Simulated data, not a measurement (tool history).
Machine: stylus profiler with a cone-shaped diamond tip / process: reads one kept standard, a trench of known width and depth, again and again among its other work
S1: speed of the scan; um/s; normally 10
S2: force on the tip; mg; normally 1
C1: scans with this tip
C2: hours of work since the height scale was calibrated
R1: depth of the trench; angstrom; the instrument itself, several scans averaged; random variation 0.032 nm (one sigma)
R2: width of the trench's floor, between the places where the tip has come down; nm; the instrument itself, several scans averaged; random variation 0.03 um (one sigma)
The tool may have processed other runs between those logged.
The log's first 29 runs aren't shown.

run 30 day=77.404 | S1=14 S2=1 | C1=10077 C2=1559 | R1=1003 R2=18020
-- day=77.717 height scale calibrated on a step standard
run 31 day=79.529 | S1=16 S2=0.62 | C1=10266 C2=25 | R1=1000.1 R2=17930
run 32 day=81.571 | S1=3 S2=1.13 | C1=10449 C2=54 | R1=1003.1 R2=18180
run 33 day=84.542 | S1=3 S2=1.13 | C1=10716 C2=95 | R1=1003.6 R2=18080
-- day=84.896 height scale calibrated on a step standard, once more
run 34 day=88.512 | S1=3 S2=1.13 | C1=11070 C2=50 | R1=1009.6 R2=18070
run 35 day=90.479 | S1=3 S2=1.13 | C1=11247 C2=78 | R1=1009 R2=18080
run 36 day=93.312 | S1=8 S2=1.43 | C1=11502 C2=117 | R1=1010.6 R2=17960
run 37 day=95.054 | S1=17 S2=1.21 | C1=11658 C2=141 | R1=1009.2 R2=17920
run 38 day=98.275 | S1=17 S2=1.21 | C1=11947 C2=186 | R1=1009.6 R2=17900
run 39 day=100.662 | S1=30 S2=1.32 | C1=12162 C2=219 | R1=1010.1 R2=17780
run 40 day=102.396 | S1=30 S2=1.32 | C1=12317 C2=243 | R1=1009.9 R2=17770
run 41 day=105.196 | S1=5 S2=1.32 | C1=12569 C2=282 | R1=1009.3 R2=17970
run 42 day=107.521 | S1=18 S2=1.97 | C1=12778 C2=314 | R1=1012.5 R2=17930
run 43 day=109.971 | S1=18 S2=1.97 | C1=12998 C2=348 | R1=1012.6 R2=17900
run 44 day=112.904 | S1=2 S2=1.97 | C1=13261 C2=389 | R1=1012.6 R2=17990
run 45 day=116.608 | S1=2 S2=1.97 | C1=13594 C2=441 | R1=1012.1 R2=18000

Each row is a separate what-if for the run after 45, all from the same tool condition, not one after another. Results?
run A day=118.317 | S1=9 S2=1 | C1=13747 C2=464 | R1=? R2=?
run B day=118.317 | S1=2 S2=0.41 | C1=13747 C2=464 | R1=? R2=?
run C day=118.317 | S1=10 S2=0.41 | C1=13747 C2=464 | R1=? R2=?
run D day=118.317 | S1=5 S2=0.43 | C1=13747 C2=464 | R1=? R2=?
run E day=118.317 | S1=16 S2=2.51 | C1=13747 C2=464 | R1=? R2=?

run=A R1=1006.6 R2=17890
run=B R1=1003.2 R2=17960
run=C R1=1003.1 R2=17870
run=D R1=1002.8 R2=17920
run=E R1=1015.2 R2=17870
The same runs, with their run-to-run variation unchanged, on a tool lacking any hidden condition would have given:
run=A R1=1008.7 R2=18490
run=B R1=1005.4 R2=18560
run=C R1=1005.3 R2=18460
run=D R1=1005 R2=18510
run=E R1=1017.4 R2=18470
